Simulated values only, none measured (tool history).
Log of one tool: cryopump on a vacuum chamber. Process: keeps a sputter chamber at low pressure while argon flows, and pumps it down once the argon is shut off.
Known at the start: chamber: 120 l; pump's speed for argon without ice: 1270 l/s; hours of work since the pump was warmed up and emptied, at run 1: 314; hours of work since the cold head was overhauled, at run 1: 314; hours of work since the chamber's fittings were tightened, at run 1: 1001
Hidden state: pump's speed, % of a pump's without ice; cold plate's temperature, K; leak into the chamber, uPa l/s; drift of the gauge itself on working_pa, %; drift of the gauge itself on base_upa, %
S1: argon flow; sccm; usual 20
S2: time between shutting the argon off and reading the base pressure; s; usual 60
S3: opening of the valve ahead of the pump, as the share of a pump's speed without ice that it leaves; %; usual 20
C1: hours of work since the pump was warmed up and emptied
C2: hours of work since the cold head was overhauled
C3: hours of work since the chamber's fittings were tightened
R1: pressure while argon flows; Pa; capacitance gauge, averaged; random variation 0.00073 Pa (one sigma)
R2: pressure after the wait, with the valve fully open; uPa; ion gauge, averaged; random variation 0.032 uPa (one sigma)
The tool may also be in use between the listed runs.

{"run": 1, "hour": 0.0, "S1": 20, "S2": 60, "S3": 20, "C1": 314, "C2": 314, "C3": 1001, "R1": 0.1342, "R2": 2.98}
{"run": 2, "hour": 32.2, "S1": 20, "S2": 60, "S3": 20, "C1": 329, "C2": 329, "C3": 1016, "R1": 0.135, "R2": 3.05}
{"run": 3, "hour": 74.2, "S1": 20, "S2": 60, "S3": 20, "C1": 347, "C2": 347, "C3": 1035, "R1": 0.1345, "R2": 3.07}
{"run": 4, "hour": 98.4, "S1": 20, "S2": 60, "S3": 20, "C1": 358, "C2": 358, "C3": 1046, "R1": 0.1351, "R2": 3.1}
{"run": 5, "hour": 123.0, "S1": 20, "S2": 60, "S3": 20, "C1": 369, "C2": 369, "C3": 1057, "R1": 0.1357, "R2": 3.11}
{"run": 6, "hour": 158.8, "S1": 20, "S2": 60, "S3": 20, "C1": 386, "C2": 386, "C3": 1073, "R1": 0.1355, "R2": 3.1}
{"run": 7, "hour": 191.3, "S1": 20, "S2": 60, "S3": 20, "C1": 400, "C2": 400, "C3": 1087, "R1": 0.1357, "R2": 3.11}
{"run": 8, "hour": 228.1, "S1": 20, "S2": 60, "S3": 20, "C1": 417, "C2": 417, "C3": 1104, "R1": 0.1331, "R2": 3.19}
{"run": 9, "hour": 267.3, "S1": 20, "S2": 60, "S3": 20, "C1": 434, "C2": 434, "C3": 1122, "R1": 0.1359, "R2": 3.28}
{"run": 10, "hour": 298.4, "S1": 20, "S2": 60, "S3": 20, "C1": 448, "C2": 448, "C3": 1136, "R1": 0.1356, "R2": 3.3}
{"run": 11, "hour": 332.1, "S1": 20, "S2": 61, "S3": 20, "C1": 464, "C2": 464, "C3": 1151, "R1": 0.1366, "R2": 3.34}
{"run": 12, "hour": 366.2, "S1": 20, "S2": 61, "S3": 20, "C1": 479, "C2": 479, "C3": 1166, "R1": 0.1365, "R2": 3.16}
{"run": 13, "hour": 419.1, "S1": 20, "S2": 60, "S3": 55, "C1": 503, "C2": 503, "C3": 1190, "R1": 0.0518, "R2": 3.44}
{"hour": 443.0, "done": "leaking fittings of the chamber tightened, without venting"}
{"run": 14, "hour": 463.9, "S1": 20, "S2": 60, "S3": 54, "C1": 522, "C2": 522, "C3": 9, "R1": 0.0533, "R2": 1.76}
{"run": 15, "hour": 492.5, "S1": 25, "S2": 60, "S3": 20, "C1": 535, "C2": 535, "C3": 22, "R1": 0.17, "R2": 1.71}
{"run": 16, "hour": 544.5, "S1": 25, "S2": 60, "S3": 20, "C1": 558, "C2": 558, "C3": 46, "R1": 0.1713, "R2": 1.77}
{"run": 17, "hour": 597.9, "S1": 25, "S2": 291, "S3": 17, "C1": 582, "C2": 582, "C3": 70, "R1": 0.2002, "R2": 0.73}
{"run": 18, "hour": 647.5, "S1": 10, "S2": 60, "S3": 20, "C1": 605, "C2": 605, "C3": 92, "R1": 0.0692, "R2": 1.81}
{"run": 19, "hour": 690.4, "S1": 19, "S2": 67, "S3": 41, "C1": 624, "C2": 624, "C3": 111, "R1": 0.0658, "R2": 1.71}
{"run": 20, "hour": 750.0, "S1": 20, "S2": 57, "S3": 60, "C1": 651, "C2": 651, "C3": 138, "R1": 0.0491, "R2": 1.91}
{"run": 21, "hour": 790.7, "S1": 20, "S2": 60, "S3": 17, "C1": 669, "C2": 669, "C3": 156, "R1": 0.1616, "R2": 2.01}
{"run": 22, "hour": 844.7, "S1": 21, "S2": 24, "S3": 20, "C1": 693, "C2": 693, "C3": 181, "R1": 0.1448, "R2": 4.09}
{"run": 23, "hour": 900.5, "S1": 20, "S2": 22, "S3": 43, "C1": 718, "C2": 718, "C3": 206, "R1": 0.0669, "R2": 4.42}
{"run": 24, "hour": 937.2, "S1": 30, "S2": 238, "S3": 40, "C1": 735, "C2": 735, "C3": 222, "R1": 0.1081, "R2": 1.03}
{"run": 25, "hour": 994.6, "S1": 20, "S2": 126, "S3": 22, "C1": 761, "C2": 761, "C3": 248, "R1": 0.1264, "R2": 1.41}

The next listed run, before its measurement:
{"run": 26, "hour": 1044.4, "S1": 20, "S2": 126, "S3": 22, "C1": 783, "C2": 783, "C3": 271, "R1": "?", "R2": "?"}

{"run 26": {"R1": 0.126, "R2": 1.41}}
Without the tool's hidden state the same run would have given R1 0.1204 Pa, R2 0.89 uPa.

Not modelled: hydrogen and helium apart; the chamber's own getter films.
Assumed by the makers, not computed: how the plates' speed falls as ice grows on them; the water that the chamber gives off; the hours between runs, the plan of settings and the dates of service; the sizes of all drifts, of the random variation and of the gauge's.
